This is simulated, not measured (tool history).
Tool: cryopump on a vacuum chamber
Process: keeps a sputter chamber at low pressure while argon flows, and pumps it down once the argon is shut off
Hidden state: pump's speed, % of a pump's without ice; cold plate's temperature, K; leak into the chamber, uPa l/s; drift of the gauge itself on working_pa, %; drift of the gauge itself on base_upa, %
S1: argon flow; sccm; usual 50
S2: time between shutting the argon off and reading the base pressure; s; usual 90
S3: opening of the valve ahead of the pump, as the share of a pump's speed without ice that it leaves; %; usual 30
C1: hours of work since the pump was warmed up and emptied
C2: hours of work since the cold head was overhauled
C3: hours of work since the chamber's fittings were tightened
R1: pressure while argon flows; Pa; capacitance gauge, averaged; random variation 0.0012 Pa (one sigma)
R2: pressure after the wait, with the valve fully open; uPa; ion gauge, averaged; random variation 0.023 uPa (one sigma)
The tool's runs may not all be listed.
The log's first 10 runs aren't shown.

| run | hour | S1 | S2 | S3 | C1 | C2 | C3 | R1 | R2 |
|---|---|---|---|---|---|---|---|---|---|
| 11 | 766.6 | 50 | 90 | 30 | 445 | 445 | 518 | 0.2919 | 2.29 |
| 12 | 826.2 | 24 | 90 | 30 | 473 | 473 | 546 | 0.1395 | 2.39 |
| 13 | 871.7 | 24 | 90 | 30 | 494 | 494 | 567 | 0.1392 | 2.44 |
| 14 | 945.1 | 50 | 90 | 25 | 528 | 528 | 601 | 0.3478 | 2.55 |
| 15 | 1015.8 | 36 | 90 | 30 | 561 | 561 | 634 | 0.2103 | 2.62 |
| 16 | 1091.0 | 36 | 90 | 30 | 596 | 596 | 669 | 0.2123 | 2.86 |
| 17 | 1163.9 | 36 | 90 | 30 | 630 | 630 | 703 | 0.2121 | 2.89 |
| 18 | 1206.6 | 76 | 143 | 45 | 650 | 650 | 723 | 0.3006 | 2.83 |
| 19 | 1255.0 | 73 | 36 | 57 | 673 | 673 | 745 | 0.2338 | 3.64 |
| 20 | 1314.3 | 51 | 71 | 57 | 700 | 700 | 773 | 0.1637 | 3.25 |
| 21 | 1408.6 | 57 | 39 | 22 | 744 | 744 | 817 | 0.4573 | 3.92 |
| 22 | 1463.0 | 28 | 111 | 15 | 770 | 770 | 842 | 0.3229 | 3.32 |
| 23 | 1537.0 | 28 | 65 | 15 | 804 | 804 | 877 | 0.3255 | 3.73 |
| 24 | 1607.9 | 60 | 65 | 27 | 837 | 837 | 910 | 0.3919 | 3.82 |
| 25 | 1696.5 | 22 | 105 | 53 | 879 | 879 | 951 | 0.0771 | 3.71 |
| 26 | 1751.9 | 68 | 27 | 53 | 904 | 904 | 977 | 0.2381 | 4.85 |
| 27 | 1816.2 | 68 | 27 | 53 | 934 | 934 | 1007 | 0.2385 | 4.92 |
| 28 | 1882.0 | 68 | 27 | 17 | 965 | 965 | 1038 | 0.7005 | 5.07 |
| 29 | 1956.3 | 29 | 44 | 38 | 1000 | 1000 | 1072 | 0.1383 | 4.74 |
|  | 2038.6 | leaking fittings of the chamber tightened, without venting |
| 30 | 2054.3 | 41 | 44 | 38 | 1044 | 1044 | 7 | 0.1982 | 1.35 |
| 31 | 2134.4 | 41 | 44 | 38 | 1082 | 1082 | 45 | 0.1996 | 1.43 |
|  | 2173.4 | pump warmed up, emptied and cooled again |
| 32 | 2192.7 | 50 | 90 | 47 | 9 | 1106 | 69 | 0.1827 | 0.97 |
| 33 | 2269.2 | 50 | 90 | 47 | 45 | 1142 | 105 | 0.1841 | 1.06 |
| 34 | 2310.7 | 50 | 90 | 47 | 64 | 1161 | 124 | 0.1834 | 1.10 |

4 ways to go on from here, each from the tool as it stands after run 34. What would each give?
| A | 2357.0 | 50 | 221 | 54 | 86 | 1183 | 146 | ? | ? |
| B | 2357.0 | 22 | 164 | 47 | 86 | 1183 | 146 | ? | ? |
| C | 2357.0 | 30 | 55 | 19 | 86 | 1183 | 146 | ? | ? |
| D | 2357.0 | 53 | 90 | 30 | 86 | 1183 | 146 | ? | ? |

| run | R1 | R2 |
|---|---|---|
| A | 0.1602 | 0.93 |
| B | 0.0806 | 0.99 |
| C | 0.2730 | 1.49 |
| D | 0.3047 | 1.17 |
Without the tool's hidden state the same runs would have given:
| run | R1 | R2 |
|---|---|---|
| A | 0.1574 | 0.46 |
| B | 0.0794 | 0.53 |
| C | 0.2713 | 1.03 |
| D | 0.3017 | 0.72 |
